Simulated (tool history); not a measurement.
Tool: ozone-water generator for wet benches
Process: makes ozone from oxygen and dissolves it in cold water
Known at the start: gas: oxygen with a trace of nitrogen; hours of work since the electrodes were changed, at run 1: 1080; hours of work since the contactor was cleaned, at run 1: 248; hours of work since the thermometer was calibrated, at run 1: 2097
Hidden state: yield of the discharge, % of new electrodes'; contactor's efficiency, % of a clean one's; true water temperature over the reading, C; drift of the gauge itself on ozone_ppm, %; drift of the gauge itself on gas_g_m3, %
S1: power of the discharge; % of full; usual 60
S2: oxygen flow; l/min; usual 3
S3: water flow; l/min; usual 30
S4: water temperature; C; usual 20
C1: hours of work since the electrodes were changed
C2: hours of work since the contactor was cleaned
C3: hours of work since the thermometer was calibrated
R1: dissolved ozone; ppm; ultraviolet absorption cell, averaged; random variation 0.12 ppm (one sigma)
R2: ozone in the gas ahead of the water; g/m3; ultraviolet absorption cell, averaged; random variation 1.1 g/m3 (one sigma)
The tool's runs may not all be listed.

run	hour	S1	S2	S3	S4	C1	C2	C3	R1	R2
1	0	60	3	30	20	1080	248	2097	10.2	197.9
2	38.9	60	3	30	20	1110	278	2127	10.2	195.2
3	70.4	60	3	30	20	1134	302	2151	10.2	197.5
4	98	60	2.55	30	20	1155	323	2172	10.2	215.8
5	135.4	60	2.87	30	20	1183	352	2201	10.3	202.7
6	166.6	60	3	30	20	1207	375	2225	10.2	196.7
7	186	60	3	30	20	1222	390	2239	10.2	197.3
8	215.2	60	3	31	20	1244	412	2262	9.7	196
9	254.2	60	3	31	20	1274	442	2291	9.6	195.4
10	284.2	60	3	31	20	1297	465	2314	9.6	196
11	322.8	52	3	30	20	1326	494	2344	9.1	172.9
12	348.4	52	3	30	20	1346	514	2363	9	170.8
13	366.9	60	5.01	30	20	1360	528	2377	10.5	142.7
14	392.9	60	5.01	30	20	1380	548	2397	10.5	141.6
15	427.6	52	3	30	20	1406	574	2424	9.1	172.3
16	449.1	52	3	30	20	1423	591	2440	8.9	173.9
17	468.7	60	1.53	30	20	1438	606	2455	8.8	293.6
18	506	71	2.16	18	15	1466	634	2484	18.6	277
19	523.5	71	2.7	18	15	1479	648	2497	19.3	239.9
20	555.6	71	2.7	18	15	1504	672	2521	19.1	239.8
21	588.5	41	3	41	18	1529	697	2546	5.3	140.8
22	607.4	41	3	33	17	1543	712	2561	6.8	140.9
23	635.8	41	3	33	17	1565	733	2583	6.8	138.8
24	669.8	40	1.63	29	21	1591	759	2608	6.4	199.5
25	686.1	60	3	38	20	1603	772	2621	7.9	193.7
26	720.2	60	1.66	30	20	1629	798	2647	8.9	279.1
27	751.3	60	3	30	27	1653	821	2671	9.5	193.3
28	782.5	65	3	30	27	1677	845	2694	10.2	207.9
29	820.6	77	3.87	30	20	1706	874	2723	12.7	204.6
30	850.5	45	3	30	20	1729	897	2746	7.7	150.7
31	867.5	45	3	30	20	1742	910	2759	7.8	150.7
32	894.9	45	3	30	20	1763	931	2780	7.8	151.9
33	929.3	45	3	30	20	1789	957	2806	7.8	151.2
34	968.5	45	3	30	20	1819	987	2836	7.8	152.6

Forecast each of these 3 alternatives for the next run:
A	1007.5	60	3.43	30	20	1849	1017	2866	?	?
B	1007.5	60	3	40	13	1849	1017	2866	?	?
C	1007.5	60	3.02	30	18	1849	1017	2866	?	?

run	R1	R2
A	10.1	177
B	7.8	193.2
C	9.9	192.7
Without the tool's hidden state the same runs would have given:
run	R1	R2
A	11	187.4
B	8.4	204.5
C	10.7	203.9
